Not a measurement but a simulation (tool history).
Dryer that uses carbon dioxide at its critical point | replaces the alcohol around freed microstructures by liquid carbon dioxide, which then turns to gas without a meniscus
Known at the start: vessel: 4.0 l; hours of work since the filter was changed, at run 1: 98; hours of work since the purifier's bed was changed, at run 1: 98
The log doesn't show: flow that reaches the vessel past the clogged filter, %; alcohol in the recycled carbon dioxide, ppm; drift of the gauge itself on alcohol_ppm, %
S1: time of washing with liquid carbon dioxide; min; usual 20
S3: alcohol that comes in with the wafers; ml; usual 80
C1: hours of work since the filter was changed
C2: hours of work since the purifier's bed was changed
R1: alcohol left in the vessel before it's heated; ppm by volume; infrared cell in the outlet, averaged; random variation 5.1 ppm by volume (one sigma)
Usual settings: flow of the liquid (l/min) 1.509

Run 1, hour 0: usual settings; C1 98; C2 98. Result: R1 113 ppm by volume.
Run 2, hour 27.9: usual settings but flow of the liquid (l/min) 1.92; C1 119; C2 119. Result: R1 48 ppm by volume.
Run 3, hour 51.2: usual settings but flow of the liquid (l/min) 1.41; C1 136; C2 136. Result: R1 161 ppm by volume.
Run 4, hour 100.4: usual settings; C1 172; C2 172. Result: R1 148 ppm by volume.
Run 5, hour 144.3: usual settings; C1 205; C2 205. Result: R1 159 ppm by volume.
At hour 187.8: inlet filter changed.
Run 6, hour 197: usual settings but flow of the liquid (l/min) 2.51; C1 7; C2 244. Result: R1 38 ppm by volume.
Run 7, hour 230.5: usual settings; C1 32; C2 268. Result: R1 119 ppm by volume.
Run 8, hour 271.3: usual settings but S3 22 ml; C1 62; C2 299. Result: R1 78 ppm by volume.
Run 9, hour 314.1: usual settings; C1 94; C2 331. Result: R1 149 ppm by volume.
Run 10, hour 350.3: usual settings; C1 121; C2 358. Result: R1 161 ppm by volume.
Run 11, hour 396: usual settings; C1 155; C2 392. Result: R1 173 ppm by volume.
Run 12, hour 424.6: usual settings but flow of the liquid (l/min) 2.48; C1 176; C2 413. Result: R1 88 ppm by volume.
Run 13, hour 471: usual settings but S1 13 min, flow of the liquid (l/min) 2.48, S3 51 ml; C1 211; C2 447. Result: R1 159 ppm by volume.
At hour 507.1: inlet filter changed.
Run 14, hour 515.1: usual settings but S1 13 min, flow of the liquid (l/min) 2.48, S3 51 ml; C1 6; C2 479. Result: R1 126 ppm by volume.
Run 15, hour 550.9: usual settings but S1 21 min, flow of the liquid (l/min) 1.79, S3 44 ml; C1 33; C2 506. Result: R1 115 ppm by volume.
Run 16, hour 597.7: usual settings but S1 13 min, flow of the liquid (l/min) 1.36, S3 82 ml; C1 67; C2 541. Result: R1 843 ppm by volume.
Run 17, hour 650.2: usual settings but S1 13 min, flow of the liquid (l/min) 1.61; C1 106; C2 580. Result: R1 571 ppm by volume.
Run 18, hour 687.2: usual settings but flow of the liquid (l/min) 2.06, S3 23 ml; C1 134; C2 607. Result: R1 132 ppm by volume.
Run 19, hour 710.4: usual settings but S1 19 min, flow of the liquid (l/min) 1.48, S3 20 ml; C1 151; C2 625. Result: R1 159 ppm by volume.
Run 20, hour 756.3: usual settings but S1 19 min, flow of the liquid (l/min) 1.54, S3 20 ml; C1 185; C2 659. Result: R1 157 ppm by volume.
Run 21, hour 800.6: usual settings but S1 19 min, flow of the liquid (l/min) 1.54, S3 20 ml; C1 218; C2 692. Result: R1 171 ppm by volume.
At hour 826.2: inlet filter changed.
Run 22, hour 849: usual settings but S1 19 min, flow of the liquid (l/min) 1.54, S3 20 ml; C1 17; C2 727. Result: R1 159 ppm by volume.
Run 23, hour 890.9: usual settings but flow of the liquid (l/min) 2.33, S3 21 ml; C1 48; C2 758. Result: R1 148 ppm by volume.

Forecast each of these 4 alternatives for the next run:
Run A, hour 924.8: usual settings but flow of the liquid (l/min) 1.21, S3 23 ml; C1 73; C2 783. Result: R1 ?.
Run B, hour 924.8: usual settings but S1 27 min, flow of the liquid (l/min) 0.96, S3 56 ml; C1 73; C2 783. Result: R1 ?.
Run C, hour 924.8: usual settings but S1 13 min, flow of the liquid (l/min) 2.22, S3 35 ml; C1 73; C2 783. Result: R1 ?.
Run D, hour 924.8: usual settings but flow of the liquid (l/min) 1.36, S3 49 ml; C1 73; C2 783. Result: R1 ?.

run   R1
  A  205
  B  253
  C  191
  D  224
Without the tool's hidden state the same runs would have given:
run  R1
  A  47
  B  86
  C  35
  D  61
